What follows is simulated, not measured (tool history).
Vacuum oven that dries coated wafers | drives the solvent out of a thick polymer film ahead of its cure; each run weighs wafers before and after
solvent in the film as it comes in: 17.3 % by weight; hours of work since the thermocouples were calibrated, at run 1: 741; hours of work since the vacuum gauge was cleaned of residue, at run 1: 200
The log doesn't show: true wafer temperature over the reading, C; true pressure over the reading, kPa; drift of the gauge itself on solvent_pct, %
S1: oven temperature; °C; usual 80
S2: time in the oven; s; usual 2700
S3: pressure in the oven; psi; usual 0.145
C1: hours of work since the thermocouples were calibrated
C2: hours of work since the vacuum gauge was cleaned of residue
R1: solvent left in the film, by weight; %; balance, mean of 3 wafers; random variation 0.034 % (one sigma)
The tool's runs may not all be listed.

run   hour  S1    S2     S3   C1   C2    R1
  1    0.0  80  2700  0.145  741  200  1.77
  2   11.5  80  2700  0.145  749  208  1.79
  3   18.6  80  2700  0.273  755  213  2.34
  4   28.0  80  2700  0.273  761  220  2.27
  5   37.3  80  2700  0.220  768  227  2.07
  6   47.2  80  2700  0.220  775  234  2.03
  7   55.6  84  2700  0.145  782  240  1.07
  8   68.4  84  1920  0.145  791  250  1.82
  9   79.5  84  1920  0.145  799  258  1.89
 10   86.9  84  1920  0.145  804  263  1.83
 11   94.7  84  1920  0.145  810  269  1.82
 12  103.9  92  2700  0.145  817  276  0.44
 13  114.9  93  3960  0.145  825  284  0.39
 14  123.1  93  3960  0.145  831  290  0.33
 15  128.8  93  3960  0.145  835  294  0.32
 16  141.6  71  2640  0.145  844  303  5.11
 17  148.0  72  2640  0.107  849  308  4.50
 18  158.4  72  2640  0.107  857  315  4.52
 19  165.7  85  2700  0.244  862  321  1.24
 20  177.4  80  2700  0.357  871  329  2.60
 21  188.4  74  1920  0.310  879  337  5.98
 22  195.5  91  2100  0.087  884  343  0.44

Forecast run 23:
 23  203.0  80  2700  0.257  889  348   ?

R1: 2.29 %
Without the tool's hidden state the same run would have given R1 2.18 %.
